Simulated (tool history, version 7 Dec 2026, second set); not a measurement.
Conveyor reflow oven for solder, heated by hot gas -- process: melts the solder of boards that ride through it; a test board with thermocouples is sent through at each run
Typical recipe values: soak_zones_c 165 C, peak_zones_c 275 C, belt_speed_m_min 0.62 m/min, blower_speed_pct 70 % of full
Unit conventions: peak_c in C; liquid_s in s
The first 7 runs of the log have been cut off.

run,hour,soak_zones_c,peak_zones_c,belt_speed_m_min,blower_speed_pct,peak_c,liquid_s
8,45.9,165,275,0.62,70,250.6,52
9,55.6,165,275,0.62,70,250.9,52.2
10,64,165,275,0.62,70,250.8,52.4
# hour 69.6: flux residue cleaned out of gas plates and filters
11,76.6,165,275,0.62,70,250.4,51.7
12,80.7,159,275,0.62,70,249,49.1
13,90.6,165,275,0.62,70,250.8,51.6
14,95.4,165,275,0.62,70,250.7,51.9
15,103.7,165,275,0.62,70,250.8,51.4
# hour 111.8: flux residue cleaned out of gas plates and filters, once more
16,118.7,176,265,0.62,70,244.9,51.3
17,124.9,176,265,0.62,70,245.1,50.9
18,130.9,176,265,0.62,70,245.4,51
19,136.2,165,287,0.62,72,261.4,59.5
20,141.3,165,275,0.543,65,254.6,63.9
21,147.9,165,277,0.632,70,251.6,51.9
22,156.1,173,281,0.619,77,259.7,61.6
23,165.7,173,281,0.619,55,252.4,54.4
24,173.7,165,276,0.62,82,254.7,55.8
25,179.9,165,276,0.62,82,254.7,55.5
26,186.8,165,276,0.62,82,254.5,56.3
27,194.1,163,276,0.67,82,251.1,47.5
28,198.4,163,276,0.67,82,251,47.9
29,202.6,160,276,0.67,82,250.8,46.9
30,210.8,160,276,0.67,82,250,46.8

Here are 4 independent what-if runs from the current tool condition. What would each one return?
A,216.6,179,276,0.69,53,?,?
B,216.6,155,280,0.666,82,?,?
C,216.6,176,276,0.691,63,?,?
D,216.6,153,285,0.67,68,?,?

run,peak_c,liquid_s
A,243.4,43.4
B,252.9,47.8
C,247,45.9
D,251.1,45.3
What these runs would have given with no unlogged condition in the tool:
run,peak_c,liquid_s
A,243,42.9
B,252.5,47.4
C,246.5,45.4
D,250.7,44.9
